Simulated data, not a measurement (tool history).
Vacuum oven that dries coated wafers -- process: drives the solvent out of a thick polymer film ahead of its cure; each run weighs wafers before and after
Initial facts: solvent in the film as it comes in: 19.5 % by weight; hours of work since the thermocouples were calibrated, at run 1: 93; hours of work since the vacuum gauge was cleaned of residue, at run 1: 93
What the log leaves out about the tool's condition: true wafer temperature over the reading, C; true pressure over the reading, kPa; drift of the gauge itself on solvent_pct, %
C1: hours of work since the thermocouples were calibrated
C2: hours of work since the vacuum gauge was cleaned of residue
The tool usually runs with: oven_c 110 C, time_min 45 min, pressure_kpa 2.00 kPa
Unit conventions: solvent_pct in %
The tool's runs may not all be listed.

{"run": 1, "hour": 0.0, "oven_c": 110, "time_min": 45, "pressure_kpa": 2.0, "C1": 93, "C2": 93, "solvent_pct": 4.6}
{"run": 2, "hour": 18.7, "oven_c": 110, "time_min": 45, "pressure_kpa": 2.0, "C1": 107, "C2": 107, "solvent_pct": 4.6}
{"run": 3, "hour": 40.9, "oven_c": 110, "time_min": 45, "pressure_kpa": 2.0, "C1": 124, "C2": 124, "solvent_pct": 4.73}
{"run": 4, "hour": 58.0, "oven_c": 110, "time_min": 45, "pressure_kpa": 2.0, "C1": 136, "C2": 136, "solvent_pct": 4.52}
{"run": 5, "hour": 78.1, "oven_c": 106, "time_min": 45, "pressure_kpa": 2.0, "C1": 151, "C2": 151, "solvent_pct": 5.69}
{"run": 6, "hour": 103.5, "oven_c": 106, "time_min": 45, "pressure_kpa": 2.0, "C1": 170, "C2": 170, "solvent_pct": 5.56}
{"run": 7, "hour": 128.1, "oven_c": 110, "time_min": 35, "pressure_kpa": 2.0, "C1": 188, "C2": 188, "solvent_pct": 5.89}
{"run": 8, "hour": 140.4, "oven_c": 110, "time_min": 81, "pressure_kpa": 2.0, "C1": 197, "C2": 197, "solvent_pct": 2.12}
{"run": 9, "hour": 164.6, "oven_c": 110, "time_min": 45, "pressure_kpa": 2.0, "C1": 215, "C2": 215, "solvent_pct": 4.64}
{"run": 10, "hour": 186.8, "oven_c": 110, "time_min": 45, "pressure_kpa": 2.0, "C1": 231, "C2": 231, "solvent_pct": 4.82}
{"run": 11, "hour": 214.7, "oven_c": 110, "time_min": 45, "pressure_kpa": 2.0, "C1": 252, "C2": 252, "solvent_pct": 4.72}
{"run": 12, "hour": 231.8, "oven_c": 110, "time_min": 45, "pressure_kpa": 2.0, "C1": 264, "C2": 264, "solvent_pct": 4.62}
{"run": 13, "hour": 255.0, "oven_c": 111, "time_min": 22, "pressure_kpa": 3.61, "C1": 281, "C2": 281, "solvent_pct": 8.8}
{"run": 14, "hour": 273.6, "oven_c": 117, "time_min": 65, "pressure_kpa": 3.61, "C1": 295, "C2": 295, "solvent_pct": 2.42}
{"hour": 278.0, "done": "oven's thermocouples calibrated"}
{"run": 15, "hour": 292.2, "oven_c": 120, "time_min": 51, "pressure_kpa": 4.74, "C1": 11, "C2": 307, "solvent_pct": 2.92}
{"run": 16, "hour": 304.6, "oven_c": 104, "time_min": 45, "pressure_kpa": 2.15, "C1": 20, "C2": 317, "solvent_pct": 6.55}
{"run": 17, "hour": 321.6, "oven_c": 110, "time_min": 23, "pressure_kpa": 2.55, "C1": 32, "C2": 329, "solvent_pct": 8.6}

Run 18 has not been measured yet. What should we expect?
{"run": 18, "hour": 341.7, "oven_c": 96, "time_min": 33, "pressure_kpa": 1.24, "C1": 47, "C2": 344, "solvent_pct": "?"}

{"run 18": {"solvent_pct": 9.79}}
Had the tool carried no hidden state, the very same run would have given solvent_pct 9.60 %.
